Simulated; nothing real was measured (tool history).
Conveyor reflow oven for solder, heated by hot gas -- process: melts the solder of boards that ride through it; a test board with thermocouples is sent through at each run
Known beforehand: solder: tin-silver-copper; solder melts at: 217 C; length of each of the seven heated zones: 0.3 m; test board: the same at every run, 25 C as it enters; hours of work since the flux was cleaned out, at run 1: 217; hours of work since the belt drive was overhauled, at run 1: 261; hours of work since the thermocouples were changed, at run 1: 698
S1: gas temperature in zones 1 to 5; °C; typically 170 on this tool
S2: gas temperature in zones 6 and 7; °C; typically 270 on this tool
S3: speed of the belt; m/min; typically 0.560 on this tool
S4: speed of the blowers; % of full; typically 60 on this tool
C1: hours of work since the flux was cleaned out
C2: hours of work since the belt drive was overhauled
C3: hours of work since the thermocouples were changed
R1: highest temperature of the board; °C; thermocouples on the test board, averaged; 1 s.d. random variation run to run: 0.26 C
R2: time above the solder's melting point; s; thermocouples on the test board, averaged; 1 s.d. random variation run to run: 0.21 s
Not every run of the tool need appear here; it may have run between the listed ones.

| run | hour | S1 | S2 | S3 | S4 | C1 | C2 | C3 | R1 | R2 |
|---|---|---|---|---|---|---|---|---|---|---|
| 1 | 0.0 | 170 | 270 | 0.560 | 60 | 217 | 261 | 698 | 251.8 | 46.3 |
| 2 | 64.5 | 170 | 270 | 0.560 | 60 | 246 | 290 | 727 | 251.2 | 45.9 |
| 3 | 133.8 | 170 | 270 | 0.560 | 57 | 277 | 321 | 758 | 250.2 | 45.3 |
| 4 | 174.6 | 170 | 270 | 0.560 | 57 | 295 | 339 | 777 | 250.4 | 45.9 |
| 5 | 214.6 | 170 | 270 | 0.560 | 57 | 313 | 357 | 795 | 250.6 | 45.7 |
| 6 | 265.2 | 170 | 278 | 0.560 | 60 | 336 | 380 | 817 | 258.3 | 50.1 |
|  | 292.3 | flux residue cleaned out of gas plates and filters |
| 7 | 322.3 | 170 | 278 | 0.560 | 60 | 13 | 404 | 841 | 258.8 | 49.9 |
| 8 | 365.9 | 170 | 278 | 0.509 | 60 | 33 | 423 | 860 | 261.3 | 57.6 |
| 9 | 415.7 | 170 | 270 | 0.560 | 60 | 55 | 446 | 883 | 251.1 | 45.8 |
| 10 | 483.5 | 175 | 270 | 0.560 | 60 | 86 | 476 | 913 | 252.9 | 48.1 |
| 11 | 547.4 | 175 | 270 | 0.560 | 60 | 115 | 505 | 942 | 252.6 | 48.4 |
| 12 | 601.9 | 175 | 270 | 0.560 | 60 | 139 | 529 | 967 | 252.5 | 48.3 |
| 13 | 635.7 | 175 | 270 | 0.560 | 60 | 154 | 544 | 982 | 252.2 | 48.1 |
| 14 | 703.4 | 174 | 270 | 0.560 | 60 | 185 | 575 | 1012 | 251.8 | 48.0 |
| 15 | 766.7 | 179 | 269 | 0.560 | 85 | 213 | 603 | 1041 | 255.9 | 52.5 |
| 16 | 799.7 | 170 | 270 | 0.576 | 62 | 228 | 618 | 1055 | 250.8 | 43.8 |
| 17 | 851.0 | 185 | 262 | 0.560 | 79 | 251 | 641 | 1079 | 250.2 | 51.1 |
| 18 | 917.8 | 178 | 270 | 0.496 | 52 | 281 | 671 | 1109 | 255.1 | 57.5 |

Expected results for the next run?
| 19 | 984.4 | 178 | 270 | 0.477 | 52 | 311 | 701 | 1139 | ? | ? |

{"run 19": {"R1": 256.3, "R2": 61.1}}
With the hidden condition absent and the run-to-run variation left alone, this run would have shown R1 256.4 °C, R2 61.2 s.

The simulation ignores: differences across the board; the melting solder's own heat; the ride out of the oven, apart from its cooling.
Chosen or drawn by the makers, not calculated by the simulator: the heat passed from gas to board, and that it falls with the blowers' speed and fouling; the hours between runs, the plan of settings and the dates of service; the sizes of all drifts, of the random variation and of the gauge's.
